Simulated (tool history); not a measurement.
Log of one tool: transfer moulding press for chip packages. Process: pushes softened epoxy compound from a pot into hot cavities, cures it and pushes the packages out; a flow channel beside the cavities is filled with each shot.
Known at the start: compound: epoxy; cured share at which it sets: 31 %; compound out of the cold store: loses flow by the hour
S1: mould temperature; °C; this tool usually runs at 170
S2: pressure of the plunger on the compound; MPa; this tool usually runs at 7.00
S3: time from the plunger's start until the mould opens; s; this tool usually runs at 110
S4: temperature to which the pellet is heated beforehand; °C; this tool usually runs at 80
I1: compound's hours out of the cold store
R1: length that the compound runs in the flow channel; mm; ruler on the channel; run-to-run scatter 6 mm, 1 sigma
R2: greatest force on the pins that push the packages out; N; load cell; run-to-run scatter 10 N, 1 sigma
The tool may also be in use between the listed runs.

run	day	S1	S2	S3	S4	I1	R1	R2
1	0.000	170	7.00	110	80	10.8	684	499
# day 1.333: cavities cleaned with cleaning compound and waxed
2	2.292	170	7.00	110	80	28.6	610	478
# day 3.554: cavities cleaned with cleaning compound and waxed
3	4.679	170	7.00	110	80	19.8	635	486
# day 5.675: cavities cleaned with cleaning compound and waxed
4	7.021	170	7.00	110	80	38.4	580	475
# day 7.908: cavities cleaned with cleaning compound and waxed
# day 8.996: plunger's sealing rings changed
5	9.371	170	7.00	110	80	46.3	567	488
# day 10.246: cavities cleaned with cleaning compound and waxed
6	11.538	170	7.00	110	80	18.3	639	484
# day 12.329: cavities cleaned with cleaning compound and waxed
7	12.633	170	7.00	110	80	27.9	614	481
# day 14.438: cavities cleaned with cleaning compound and waxed
8	14.679	169	7.00	110	80	8.4	684	502
9	15.858	170	5.78	117	85	26.3	569	459
# day 16.575: cavities cleaned with cleaning compound and waxed
10	17.738	170	5.78	117	80	10.9	609	478
# day 18.808: cavities cleaned with cleaning compound and waxed
11	19.908	166	6.78	124	86	34.6	590	497
# day 21.050: cavities cleaned with cleaning compound and waxed
12	21.758	166	8.00	124	77	19.2	690	498

Estimate the outcome of run 13 from the log above:
13	22.896	166	6.46	113	77	9.7	?	?

R1: 663 mm
R2: 572 N
Minus the tool's unlogged condition, the same run would have read R1 664 mm, R2 568 N.

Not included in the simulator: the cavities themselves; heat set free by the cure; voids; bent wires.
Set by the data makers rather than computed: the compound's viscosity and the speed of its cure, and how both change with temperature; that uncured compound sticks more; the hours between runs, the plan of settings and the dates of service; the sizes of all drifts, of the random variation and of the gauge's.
